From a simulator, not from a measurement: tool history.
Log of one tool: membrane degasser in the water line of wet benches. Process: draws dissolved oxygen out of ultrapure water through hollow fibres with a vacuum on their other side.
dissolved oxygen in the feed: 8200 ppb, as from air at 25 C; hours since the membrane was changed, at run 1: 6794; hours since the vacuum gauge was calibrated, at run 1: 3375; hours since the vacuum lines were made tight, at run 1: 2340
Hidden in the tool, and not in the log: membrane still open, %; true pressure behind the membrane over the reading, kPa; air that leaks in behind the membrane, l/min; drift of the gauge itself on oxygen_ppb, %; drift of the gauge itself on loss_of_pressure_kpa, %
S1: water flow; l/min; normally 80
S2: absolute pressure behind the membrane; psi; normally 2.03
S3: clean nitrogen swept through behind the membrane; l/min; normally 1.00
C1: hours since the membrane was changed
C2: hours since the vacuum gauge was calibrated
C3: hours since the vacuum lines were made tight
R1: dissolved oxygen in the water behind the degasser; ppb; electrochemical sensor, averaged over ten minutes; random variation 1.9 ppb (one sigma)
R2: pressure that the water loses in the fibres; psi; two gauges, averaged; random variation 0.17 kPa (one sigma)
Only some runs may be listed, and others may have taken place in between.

run 1 hour=0.0 | S1=80 S2=2.03 S3=1.00 | C1=6794 C2=3375 C3=2340 | R1=1287.7 R2=3.807
run 2 hour=118.9 | S1=80 S2=2.03 S3=0.91 | C1=6913 C2=3494 C3=2459 | R1=1363.2 R2=3.800
run 3 hour=358.9 | S1=54 S2=2.03 S3=1.00 | C1=7153 C2=3734 C3=2698 | R1=990.3 R2=2.589
run 4 hour=525.5 | S1=54 S2=2.03 S3=1.00 | C1=7319 C2=3901 C3=2865 | R1=991.9 R2=2.567
run 5 hour=772.7 | S1=54 S2=2.03 S3=1.00 | C1=7567 C2=4148 C3=3112 | R1=991.4 R2=2.576
run 6 hour=972.3 | S1=80 S2=2.03 S3=0.49 | C1=7766 C2=4347 C3=3312 | R1=1902.4 R2=3.822
run 7 hour=1106.4 | S1=99 S2=2.03 S3=0.49 | C1=7900 C2=4482 C3=3446 | R1=2100.8 R2=4.718
run 8 hour=1336.5 | S1=80 S2=2.03 S3=1.00 | C1=8130 C2=4712 C3=3676 | R1=1287.2 R2=3.794
run 9 hour=1577.9 | S1=80 S2=2.03 S3=1.54 | C1=8372 C2=4953 C3=3918 | R1=967.4 R2=3.832
run 10 hour=1736.3 | S1=80 S2=2.03 S3=1.54 | C1=8530 C2=5111 C3=4076 | R1=968.3 R2=3.832
run 11 hour=1942.2 | S1=80 S2=2.03 S3=1.00 | C1=8736 C2=5317 C3=4282 | R1=1286.8 R2=3.761
run 12 hour=2090.9 | S1=80 S2=2.03 S3=1.00 | C1=8885 C2=5466 C3=4431 | R1=1287.7 R2=3.822
run 13 hour=2298.3 | S1=80 S2=2.03 S3=1.00 | C1=9092 C2=5673 C3=4638 | R1=1286.4 R2=3.836
-- hour=2328.3 vacuum gauge calibrated
run 14 hour=2540.5 | S1=80 S2=2.03 S3=1.00 | C1=9334 C2=212 C3=4880 | R1=1286.9 R2=3.809
run 15 hour=2738.4 | S1=80 S2=2.03 S3=1.00 | C1=9532 C2=410 C3=5078 | R1=1287.1 R2=3.862
run 16 hour=2993.9 | S1=80 S2=2.03 S3=1.00 | C1=9787 C2=666 C3=5333 | R1=1287.2 R2=3.794
run 17 hour=3117.4 | S1=92 S2=1.91 S3=2.06 | C1=9911 C2=789 C3=5457 | R1=812.1 R2=4.361
run 18 hour=3303.5 | S1=92 S2=1.91 S3=2.06 | C1=10097 C2=975 C3=5643 | R1=815.3 R2=4.367
run 19 hour=3451.6 | S1=80 S2=1.96 S3=1.00 | C1=10245 C2=1123 C3=5791 | R1=1233.9 R2=3.794
run 20 hour=3622.3 | S1=80 S2=1.96 S3=1.00 | C1=10416 C2=1294 C3=5961 | R1=1232.3 R2=3.894
-- hour=3795.4 seals of the vacuum lines changed
run 21 hour=3862.9 | S1=80 S2=1.96 S3=1.00 | C1=10654 C2=1533 C3=68 | R1=1234.9 R2=3.838
run 22 hour=4085.4 | S1=80 S2=1.96 S3=1.00 | C1=10877 C2=1755 C3=290 | R1=1237.8 R2=3.829
run 23 hour=4360.6 | S1=80 S2=3.36 S3=1.85 | C1=11152 C2=2030 C3=565 | R1=1459.8 R2=3.857
run 24 hour=4589.1 | S1=80 S2=3.36 S3=1.85 | C1=11380 C2=2259 C3=794 | R1=1463.2 R2=3.791
run 25 hour=4796.0 | S1=49 S2=2.70 S3=1.85 | C1=11587 C2=2466 C3=1001 | R1=802.1 R2=2.331
run 26 hour=5018.8 | S1=60 S2=2.70 S3=1.85 | C1=11810 C2=2689 C3=1223 | R1=941.5 R2=2.834
run 27 hour=5201.3 | S1=77 S2=2.70 S3=1.85 | C1=11993 C2=2871 C3=1406 | R1=1135.6 R2=3.646
run 28 hour=5423.1 | S1=80 S2=2.03 S3=0.83 | C1=12214 C2=3093 C3=1628 | R1=1440.0 R2=3.810
run 29 hour=5613.7 | S1=80 S2=2.03 S3=0.83 | C1=12405 C2=3283 C3=1818 | R1=1441.0 R2=3.823
run 30 hour=5845.0 | S1=59 S2=2.03 S3=2.43 | C1=12636 C2=3515 C3=2050 | R1=539.3 R2=2.856
run 31 hour=6023.1 | S1=59 S2=2.03 S3=2.43 | C1=12814 C2=3693 C3=2228 | R1=538.6 R2=2.835
run 32 hour=6248.5 | S1=106 S2=5.05 S3=0.76 | C1=13040 C2=3918 C3=2453 | R1=3954.0 R2=5.046

Forecast each of these 4 alternatives for the next run:
run A hour=6466.8 | S1=88 S2=1.26 S3=0.41 | C1=13258 C2=4136 C3=2671 | R1=? R2=?
run B hour=6466.8 | S1=109 S2=2.03 S3=0.67 | C1=13258 C2=4136 C3=2671 | R1=? R2=?
run C hour=6466.8 | S1=106 S2=1.65 S3=0.83 | C1=13258 C2=4136 C3=2671 | R1=? R2=?
run D hour=6466.8 | S1=106 S2=5.05 S3=0.80 | C1=13258 C2=4136 C3=2671 | R1=? R2=?

run=A R1=1181.9 R2=4.194
run=B R1=1908.4 R2=5.210
run=C R1=1324.7 R2=5.049
run=D R1=3861.4 R2=5.091
The same runs, with their run-to-run variation unchanged, on a tool lacking any hidden condition would have given:
run=A R1=1180.7 R2=4.183
run=B R1=1907.5 R2=5.195
run=C R1=1323.7 R2=5.034
run=D R1=3861.0 R2=5.076

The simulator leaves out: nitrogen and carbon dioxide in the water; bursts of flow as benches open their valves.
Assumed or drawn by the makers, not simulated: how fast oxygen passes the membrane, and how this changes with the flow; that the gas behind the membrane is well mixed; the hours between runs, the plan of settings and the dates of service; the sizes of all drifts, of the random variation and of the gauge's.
